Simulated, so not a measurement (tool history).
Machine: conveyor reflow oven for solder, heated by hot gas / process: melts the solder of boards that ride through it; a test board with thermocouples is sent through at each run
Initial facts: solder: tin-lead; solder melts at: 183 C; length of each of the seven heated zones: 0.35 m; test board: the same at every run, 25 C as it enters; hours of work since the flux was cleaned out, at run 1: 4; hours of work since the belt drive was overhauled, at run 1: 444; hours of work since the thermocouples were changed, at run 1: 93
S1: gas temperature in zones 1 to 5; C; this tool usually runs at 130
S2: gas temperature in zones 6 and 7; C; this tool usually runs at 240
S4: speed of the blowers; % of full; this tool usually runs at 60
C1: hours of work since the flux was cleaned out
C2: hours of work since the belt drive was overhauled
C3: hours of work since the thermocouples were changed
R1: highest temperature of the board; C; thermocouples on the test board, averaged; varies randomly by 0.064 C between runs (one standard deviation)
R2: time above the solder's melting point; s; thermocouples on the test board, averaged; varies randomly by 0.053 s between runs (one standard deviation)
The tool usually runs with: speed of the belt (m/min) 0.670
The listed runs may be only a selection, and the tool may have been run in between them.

run 1 hour=0.0 | S1=130 S2=240 speed_of_the_belt_(m/min)=0.670 S4=60 | C1=4 C2=444 C3=93 | R1=220.07 R2=46.64
run 2 hour=38.4 | S1=130 S2=240 speed_of_the_belt_(m/min)=0.670 S4=60 | C1=20 C2=461 C3=110 | R1=220.07 R2=46.62
run 3 hour=75.3 | S1=130 S2=240 speed_of_the_belt_(m/min)=0.670 S4=60 | C1=37 C2=477 C3=126 | R1=220.11 R2=46.57
run 4 hour=113.3 | S1=124 S2=240 speed_of_the_belt_(m/min)=0.670 S4=60 | C1=53 C2=493 C3=143 | R1=218.90 R2=44.32
run 5 hour=144.9 | S1=124 S2=240 speed_of_the_belt_(m/min)=0.670 S4=83 | C1=67 C2=507 C3=157 | R1=225.90 R2=49.13
run 6 hour=169.6 | S1=124 S2=240 speed_of_the_belt_(m/min)=0.670 S4=83 | C1=78 C2=518 C3=167 | R1=225.91 R2=49.21
run 7 hour=226.5 | S1=124 S2=240 speed_of_the_belt_(m/min)=0.670 S4=83 | C1=103 C2=543 C3=192 | R1=225.73 R2=49.26
run 8 hour=254.0 | S1=125 S2=240 speed_of_the_belt_(m/min)=0.670 S4=83 | C1=115 C2=555 C3=204 | R1=226.08 R2=49.52
run 9 hour=308.6 | S1=137 S2=240 speed_of_the_belt_(m/min)=0.670 S4=60 | C1=139 C2=579 C3=228 | R1=221.34 R2=49.31
run 10 hour=360.1 | S1=137 S2=250 speed_of_the_belt_(m/min)=0.670 S4=60 | C1=161 C2=601 C3=251 | R1=230.10 R2=54.20
run 11 hour=404.1 | S1=137 S2=250 speed_of_the_belt_(m/min)=0.688 S4=60 | C1=181 C2=621 C3=270 | R1=229.02 R2=52.17
run 12 hour=437.9 | S1=130 S2=240 speed_of_the_belt_(m/min)=0.670 S4=76 | C1=195 C2=636 C3=285 | R1=224.88 R2=49.89
-- hour=446.9 flux residue cleaned out of gas plates and filters
run 13 hour=497.7 | S1=130 S2=240 speed_of_the_belt_(m/min)=0.670 S4=76 | C1=22 C2=660 C3=309 | R1=224.65 R2=49.81
run 14 hour=541.1 | S1=130 S2=240 speed_of_the_belt_(m/min)=0.670 S4=60 | C1=41 C2=679 C3=328 | R1=219.70 R2=46.36
run 15 hour=601.9 | S1=130 S2=240 speed_of_the_belt_(m/min)=0.670 S4=60 | C1=68 C2=705 C3=355 | R1=219.72 R2=46.42
run 16 hour=637.2 | S1=130 S2=246 speed_of_the_belt_(m/min)=0.781 S4=52 | C1=83 C2=721 C3=370 | R1=214.29 R2=35.73
run 17 hour=680.7 | S1=130 S2=244 speed_of_the_belt_(m/min)=0.670 S4=54 | C1=103 C2=740 C3=389 | R1=220.82 R2=46.92
run 18 hour=714.0 | S1=130 S2=240 speed_of_the_belt_(m/min)=0.706 S4=71 | C1=117 C2=754 C3=404 | R1=221.17 R2=45.10
-- hour=741.0 flux residue cleaned out of gas plates and filters, once more
run 19 hour=766.2 | S1=130 S2=240 speed_of_the_belt_(m/min)=0.706 S4=71 | C1=11 C2=775 C3=425 | R1=222.63 R2=46.09
run 20 hour=802.5 | S1=130 S2=236 speed_of_the_belt_(m/min)=0.706 S4=71 | C1=27 C2=791 C3=441 | R1=218.99 R2=44.06
run 21 hour=827.9 | S1=130 S2=240 speed_of_the_belt_(m/min)=0.584 S4=75 | C1=38 C2=802 C3=452 | R1=229.62 R2=60.68
run 22 hour=864.7 | S1=143 S2=240 speed_of_the_belt_(m/min)=0.754 S4=75 | C1=54 C2=818 C3=468 | R1=223.71 R2=46.81
run 23 hour=908.0 | S1=120 S2=230 speed_of_the_belt_(m/min)=0.732 S4=72 | C1=73 C2=837 C3=487 | R1=210.77 R2=34.72
run 24 hour=936.7 | S1=138 S2=246 speed_of_the_belt_(m/min)=0.691 S4=51 | C1=86 C2=850 C3=499 | R1=222.68 R2=48.75
run 25 hour=976.7 | S1=130 S2=240 speed_of_the_belt_(m/min)=0.773 S4=79 | C1=103 C2=867 C3=517 | R1=221.44 R2=41.42
run 26 hour=1017.8 | S1=130 S2=240 speed_of_the_belt_(m/min)=0.773 S4=79 | C1=121 C2=885 C3=535 | R1=221.43 R2=41.41
run 27 hour=1046.6 | S1=144 S2=231 speed_of_the_belt_(m/min)=0.628 S4=86 | C1=134 C2=898 C3=548 | R1=223.13 R2=57.24
run 28 hour=1071.2 | S1=144 S2=231 speed_of_the_belt_(m/min)=0.628 S4=86 | C1=145 C2=909 C3=558 | R1=223.12 R2=57.30
run 29 hour=1112.7 | S1=144 S2=231 speed_of_the_belt_(m/min)=0.628 S4=86 | C1=163 C2=927 C3=577 | R1=222.93 R2=57.31

5 options for the next run, each taken on its own from the tool as it stands now. Forecast them:
run A hour=1165.2 | S1=144 S2=231 speed_of_the_belt_(m/min)=0.628 S4=57 | C1=186 C2=950 C3=600 | R1=? R2=?
run B hour=1165.2 | S1=144 S2=231 speed_of_the_belt_(m/min)=0.628 S4=71 | C1=186 C2=950 C3=600 | R1=? R2=?
run C hour=1165.2 | S1=130 S2=233 speed_of_the_belt_(m/min)=0.670 S4=69 | C1=186 C2=950 C3=600 | R1=? R2=?
run D hour=1165.2 | S1=130 S2=238 speed_of_the_belt_(m/min)=0.670 S4=52 | C1=186 C2=950 C3=600 | R1=? R2=?
run E hour=1165.2 | S1=144 S2=231 speed_of_the_belt_(m/min)=0.628 S4=55 | C1=186 C2=950 C3=600 | R1=? R2=?

run=A R1=216.55 R2=52.35
run=B R1=220.22 R2=55.17
run=C R1=217.41 R2=45.59
run=D R1=215.75 R2=43.55
run=E R1=216.10 R2=51.79
Take away the tool's hidden state, keep each run's random variation, and the runs would have read:
run=A R1=215.39 R2=50.94
run=B R1=219.13 R2=53.92
run=C R1=216.40 R2=44.45
run=D R1=214.59 R2=42.18
run=E R1=214.92 R2=50.34
